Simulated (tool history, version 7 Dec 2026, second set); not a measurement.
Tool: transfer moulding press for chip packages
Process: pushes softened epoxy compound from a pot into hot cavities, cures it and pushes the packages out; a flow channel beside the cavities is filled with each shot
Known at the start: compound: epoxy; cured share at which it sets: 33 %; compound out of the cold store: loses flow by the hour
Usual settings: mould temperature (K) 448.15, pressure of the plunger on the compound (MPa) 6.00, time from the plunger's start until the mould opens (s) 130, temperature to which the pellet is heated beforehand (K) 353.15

run   hour  mould temperature (K)  pressure of the plunger on the compound (MPa)  time from the plunger's start until the mould opens (s)  temperature to which the pellet is heated beforehand (K)  incoming compound's hours out of the cold store  length that the compound runs in the flow channel (mm)  greatest force on the pins that push the packages out (N)
  1    0.0                 448.15                                           6.00                                                      130                                                    353.15                                             22.1                                                     922                                                        337
  2   24.0                 448.15                                           6.00                                                      130                                                    353.15                                             20.0                                                     935                                                        336
      27.8  -- cavities cleaned with cleaning compound and waxed
  3   48.9                 448.15                                           6.00                                                      130                                                    353.15                                             46.8                                                     845                                                        316
  4   75.8                 440.15                                           6.00                                                      130                                                    353.15                                             39.7                                                     900                                                        541
  5   98.2                 440.15                                           6.00                                                      130                                                    353.15                                             33.2                                                     918                                                        568
  6  113.7                 448.15                                           6.00                                                      130                                                    359.15                                             43.9                                                     853                                                        339
     148.6  -- cavities cleaned with cleaning compound and waxed
  7  149.1                 448.15                                           6.00                                                      130                                                    353.15                                             43.0                                                     860                                                        318
  8  174.1                 448.15                                           6.00                                                      130                                                    352.15                                             12.7                                                     960                                                        336
  9  202.7                 448.15                                           6.00                                                      130                                                    352.15                                             13.1                                                     958                                                        348
     214.4  -- plunger's sealing rings changed
 10  224.2                 448.15                                           6.00                                                      130                                                    360.15                                             30.9                                                     897                                                        324
 11  250.2                 448.15                                           6.00                                                      130                                                    360.15                                             25.9                                                     913                                                        327
     271.2  -- cavities cleaned with cleaning compound and waxed
 12  279.1                 448.15                                           6.00                                                      147                                                    360.15                                             22.6                                                     922                                                        292
 13  313.1                 448.15                                           6.00                                                      147                                                    360.15                                             17.9                                                     941                                                        299
 14  331.4                 448.15                                           6.00                                                      147                                                    352.15                                             10.5                                                     971                                                        317
 15  348.8                 448.15                                           6.00                                                      147                                                    352.15                                             13.4                                                     960                                                        291
 16  373.4                 448.15                                           6.00                                                      147                                                    352.15                                             21.6                                                     932                                                        291
     392.0  -- cavities cleaned with cleaning compound and waxed
 17  393.6                 442.15                                           6.00                                                      140                                                    353.15                                             43.6                                                     877                                                        393
 18  407.7                 447.15                                           6.44                                                      140                                                    353.15                                             34.1                                                     921                                                        317
 19  427.0                 446.15                                           6.00                                                      130                                                    359.15                                             47.3                                                     853                                                        336
 20  460.1                 446.15                                           6.00                                                      130                                                    359.15                                             16.9                                                     951                                                        376
 21  484.4                 441.15                                           6.00                                                      155                                                    353.15                                             35.2                                                     911                                                        380
     512.5  -- cavities cleaned with cleaning compound and waxed
 22  513.7                 449.15                                           6.00                                                      141                                                    353.15                                             28.4                                                     905                                                        310
 23  548.3                 449.15                                           6.00                                                      141                                                    353.15                                             34.8                                                     881                                                        291
 24  575.8                 449.15                                           6.00                                                      141                                                    353.15                                             31.6                                                     891                                                        307
     593.4  -- mould's thermocouples calibrated
 25  611.5                 447.15                                           4.92                                                      112                                                    357.15                                             28.1                                                     822                                                        463
 26  632.4                 456.15                                           6.00                                                      119                                                    362.15                                             35.7                                                     854                                                        289
     635.9  -- cavities cleaned with cleaning compound and waxed
 27  664.3                 452.15                                           4.63                                                      130                                                    353.15                                             41.2                                                     748                                                        301
 28  693.7                 448.15                                           6.00                                                      167                                                    358.15                                             42.9                                                     857                                                        285
 29  728.6                 448.15                                           6.98                                                      130                                                    344.15                                             19.6                                                    1014                                                        337

3 ways to go on from here, each from the tool as it stands after run 29. What would each give?
  A  751.5                 448.15                                           6.30                                                      130                                                    353.15                                             19.6                                                       ?                                                          ?
  B  751.5                 446.15                                           6.98                                                      130                                                    360.15                                             13.2                                                       ?                                                          ?
  C  751.5                 451.15                                           6.00                                                      130                                                    354.15                                             37.8                                                       ?                                                          ?

run  length that the compound runs in the flow channel (mm)  greatest force on the pins that push the packages out (N)
  A                                                     957                                                        325
  B                                                    1040                                                        374
  C                                                     863                                                        318
Without the tool's hidden state the same runs would have given:
run  length that the compound runs in the flow channel (mm)  greatest force on the pins that push the packages out (N)
  A                                                     958                                                        321
  B                                                    1041                                                        370
  C                                                     864                                                        314
